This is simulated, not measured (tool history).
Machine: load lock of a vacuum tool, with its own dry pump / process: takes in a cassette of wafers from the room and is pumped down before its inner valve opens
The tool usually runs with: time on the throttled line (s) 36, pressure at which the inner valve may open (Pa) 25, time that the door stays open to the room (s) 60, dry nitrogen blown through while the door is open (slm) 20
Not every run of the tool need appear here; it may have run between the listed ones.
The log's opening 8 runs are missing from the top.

run	hour	time on the throttled line (s)	pressure at which the inner valve may open (Pa)	time that the door stays open to the room (s)	dry nitrogen blown through while the door is open (slm)	incoming humidity of the room's air, %	time from the closed door until the inner valve may open (s)	rise of the pressure with all valves shut (Pa/min)
9	835.6	48	25	60	20	49.2	70.4	0.028
10	945.5	18	25	60	20	44.7	45.8	0.021
11	1068.5	18	25	60	20	45.5	45.4	0.026
12	1200.4	18	25	60	20	51	45.5	0.029
13	1284.9	18	25	60	20	42.8	45.1	0.028
14	1380	18	25	60	20	45.3	45.9	0.025
15	1444.8	18	25	60	20	45.4	45.2	0.021
16	1510.6	18	25	60	20	44.6	45.6	0.026
17	1653.5	18	25	60	20	44.3	45.7	0.029
18	1802	36	25	125	20	42	60.7	0.03
19	1937.2	36	25	99	20	44.4	60.1	0.033
20	2037.5	58	43	60	20	46.7	77.3	0.027
21	2122.2	40	46	42	8	45.7	61.6	0.031
22	2242.2	40	46	32	10	45.2	62	0.024
23	2368	40	46	32	10	43.9	61.5	0.024
24	2512.5	40	46	32	10	43.1	61.7	0.029

Expected results for the next run?
25	2650.6	34	42	83	10	44.3	?	?

time from the closed door until the inner valve may open (s): 56.9
rise of the pressure with all valves shut (Pa/min): 0.042
Were there no unlogged condition in the tool, this run, its random variation unchanged, would have produced time from the closed door until the inner valve may open (s) 56.9, rise of the pressure with all valves shut (Pa/min) 0.041.
